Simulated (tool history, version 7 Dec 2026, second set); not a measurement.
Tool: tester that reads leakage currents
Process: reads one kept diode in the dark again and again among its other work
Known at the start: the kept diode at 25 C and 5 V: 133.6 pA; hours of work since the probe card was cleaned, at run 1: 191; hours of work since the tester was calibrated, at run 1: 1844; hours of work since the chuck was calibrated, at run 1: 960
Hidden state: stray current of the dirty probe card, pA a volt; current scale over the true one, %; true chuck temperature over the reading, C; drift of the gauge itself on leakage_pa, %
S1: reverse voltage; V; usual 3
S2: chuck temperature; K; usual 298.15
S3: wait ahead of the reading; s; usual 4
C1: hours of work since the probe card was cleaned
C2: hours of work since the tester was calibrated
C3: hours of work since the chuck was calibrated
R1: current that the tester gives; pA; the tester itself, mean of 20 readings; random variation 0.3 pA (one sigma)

| run | hour | S1 | S2 | S3 | C1 | C2 | C3 | R1 |
|---|---|---|---|---|---|---|---|---|
| 1 | 0 | 3 | 298.15 | 4 | 191 | 1844 | 960 | 81.69 |
|  | 90.2 | chuck's temperature calibrated |
| 2 | 120.9 | 3 | 298.15 | 4 | 283 | 1936 | 24 | 97.45 |
| 3 | 331.1 | 3 | 298.15 | 4 | 446 | 2099 | 187 | 95.46 |
| 4 | 453.9 | 3 | 298.15 | 4 | 542 | 2194 | 282 | 93.96 |
| 5 | 655.6 | 3 | 298.15 | 4 | 698 | 2351 | 439 | 91.86 |
| 6 | 793.7 | 3 | 298.15 | 4 | 805 | 2458 | 546 | 90.57 |
| 7 | 995 | 3 | 298.15 | 4 | 962 | 2614 | 702 | 88.74 |
| 8 | 1201.8 | 3 | 298.15 | 4 | 1122 | 2775 | 863 | 86.74 |
| 9 | 1385.4 | 3 | 298.15 | 4 | 1265 | 2917 | 1005 | 84.65 |
|  | 1423.2 | chuck's temperature calibrated |
| 10 | 1502.7 | 17.18 | 299.15 | 2.87 | 1354 | 3007 | 62 | 332.09 |
| 11 | 1669.6 | 17.18 | 299.15 | 2.87 | 1484 | 3136 | 191 | 327.55 |
|  | 1876 | probe card cleaned and baked |
| 12 | 1889.2 | 17.18 | 299.15 | 2.87 | 10 | 3304 | 359 | 284.17 |
| 13 | 2000.9 | 3.41 | 332.15 | 2.87 | 97 | 3391 | 446 | 1834.25 |
| 14 | 2208.7 | 6.99 | 298.15 | 4 | 258 | 3552 | 607 | 145.89 |
|  | 2223.3 | tester calibrated |
| 15 | 2405.8 | 6.99 | 298.15 | 4 | 410 | 142 | 759 | 145.13 |
| 16 | 2568.4 | 1.42 | 322.15 | 0.57 | 536 | 268 | 885 | 458.92 |
|  | 2760.8 | chuck's temperature calibrated |
| 17 | 2801.6 | 1.42 | 322.15 | 0.57 | 715 | 447 | 32 | 529.48 |

3 ways to go on from here, each from the tool as it stands after run 17. What would each give?
| A | 2925.7 | 1.09 | 312.15 | 5.42 | 812 | 544 | 128 | ? |
| B | 2925.7 | 6.52 | 298.15 | 0.33 | 812 | 544 | 128 | ? |
| C | 2925.7 | 2.99 | 300.15 | 0.33 | 812 | 544 | 128 | ? |

| run | R1 |
|---|---|
| A | 191.93 |
| B | 162.29 |
| C | 120.48 |
Without the tool's hidden state the same runs would have given:
| run | R1 |
|---|---|
| A | 195.09 |
| B | 158.85 |
| C | 120.03 |

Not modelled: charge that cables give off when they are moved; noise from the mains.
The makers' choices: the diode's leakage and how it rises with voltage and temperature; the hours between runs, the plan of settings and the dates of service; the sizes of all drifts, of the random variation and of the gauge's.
